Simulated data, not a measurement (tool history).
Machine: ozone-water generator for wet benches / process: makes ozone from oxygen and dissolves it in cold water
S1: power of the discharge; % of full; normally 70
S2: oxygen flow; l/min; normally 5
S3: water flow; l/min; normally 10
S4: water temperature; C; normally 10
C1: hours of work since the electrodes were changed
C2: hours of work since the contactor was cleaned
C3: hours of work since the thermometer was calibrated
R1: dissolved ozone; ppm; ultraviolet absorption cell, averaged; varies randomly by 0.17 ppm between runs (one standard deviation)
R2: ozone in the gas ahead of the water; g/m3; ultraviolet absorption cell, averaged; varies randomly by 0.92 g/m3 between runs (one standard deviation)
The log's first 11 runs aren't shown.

run,hour,S1,S2,S3,S4,C1,C2,C3,R1,R2
12,1092.5,70,5,10,10,5477,1652,1368,21.1,142.4
13,1224.8,70,5,10,10,5588,1763,1480,21.2,142.8
14,1326.6,70,6.82,10,10,5674,1849,1566,19.9,120
15,1459.4,70,5,10,10,5787,1962,1678,20.8,141.8
16,1551.1,70,5,10,10,5864,2039,1755,20.9,140.5
17,1659.7,70,5,10,10,5956,2131,1847,20.9,141.9
18,1740.8,70,5,10,9,6025,2200,1916,21.4,141.3
19,1828.1,92,2.86,10,12,6098,2273,1990,25.3,235.6
# hour 1837.8: water thermometer calibrated
20,1948.6,92,2.86,10,12,6200,2375,94,25.3,235.5
21,2028.2,70,2.97,6,13,6267,2442,161,31.7,187.2
22,2148.6,70,2.93,6,13,6369,2544,263,31.1,188.4
# hour 2165.6: water thermometer calibrated, once more
23,2258.5,70,2.93,6,13,6461,2636,79,31.2,188
24,2395,41,3.36,12,14,6577,2752,194,11.3,117.3
25,2495.9,41,3.36,13,14,6662,2837,279,10.3,116
26,2621.3,42,7.06,8,6,6768,2943,385,17,79.4
27,2724.9,42,7.06,9,9,6856,3031,473,14.9,78.8
28,2790.7,41,7.87,10,8,6911,3086,528,13.4,74.3
29,2860.2,71,2.58,8,16,6970,3145,587,23.9,202.2
30,2941.4,56,3.8,8,16,7039,3214,656,19.2,137.3
31,3018.1,64,2.92,10,13,7104,3279,721,18.6,173.2
32,3135.4,73,3.32,8,9,7203,3378,820,26.5,177.9
33,3230.3,73,3.32,8,9,7283,3458,900,26.6,178.7
34,3312.5,73,6.22,8,9,7352,3527,970,24.7,126.7

3 options for the next run, each taken on its own from the tool as it stands now. Forecast them:
A,3445.3,67,5.08,10,10,7465,3640,1082,?,?
B,3445.3,88,5,16,10,7465,3640,1082,?,?
C,3445.3,73,6.4,9,15,7465,3640,1082,?,?

run,R1,R2
A,19.4,132.8
B,15.1,163.1
C,19.8,123.4
Without the tool's unlogged condition, the same runs would have read:
run,R1,R2
A,22.3,149
B,17.8,187.6
C,22.9,139.5
